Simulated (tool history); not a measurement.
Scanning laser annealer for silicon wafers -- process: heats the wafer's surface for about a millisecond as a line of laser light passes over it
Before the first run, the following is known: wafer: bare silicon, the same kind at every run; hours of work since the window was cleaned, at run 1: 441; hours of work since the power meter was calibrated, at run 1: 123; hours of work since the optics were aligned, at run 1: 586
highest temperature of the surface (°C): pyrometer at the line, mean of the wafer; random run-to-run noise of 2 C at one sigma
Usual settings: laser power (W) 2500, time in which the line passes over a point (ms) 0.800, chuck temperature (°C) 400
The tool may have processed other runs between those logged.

run	hour	laser power (W)	time in which the line passes over a point (ms)	chuck temperature (°C)	hours of work since the window was cleaned	hours of work since the power meter was calibrated	hours of work since the optics were aligned	highest temperature of the surface (°C)
1	0.0	2500	0.800	400	441	123	586	1227
2	39.0	2500	0.800	400	458	139	602	1227
3	116.3	2538	0.800	400	490	171	634	1237
4	183.7	2500	0.800	400	518	199	662	1226
5	269.1	2500	0.800	400	553	235	698	1222
6	351.6	2500	0.800	400	588	269	732	1222
7	432.0	2500	0.800	400	621	302	765	1223
8	506.4	2560	0.995	400	652	333	796	1358
9	563.4	2500	0.610	400	676	357	820	1102
10	625.2	2500	0.610	400	702	383	846	1099

For each run, the measured value with the value that run would have given without the tool's hidden condition subtracted. The run-to-run variation is shared by both, the gauge scatter possibly not:
Hidden conditions of the tool in this case: light that passes the window, % of a clean one's; laser's true power over the reading, %; width of the line over the set one, %; drift of the gauge itself on peak_c, C.
run	highest temperature of the surface (°C)
1	-20
2	-20
3	-22
4	-22
5	-24
6	-25
7	-26
8	-31
9	-24
10	-24

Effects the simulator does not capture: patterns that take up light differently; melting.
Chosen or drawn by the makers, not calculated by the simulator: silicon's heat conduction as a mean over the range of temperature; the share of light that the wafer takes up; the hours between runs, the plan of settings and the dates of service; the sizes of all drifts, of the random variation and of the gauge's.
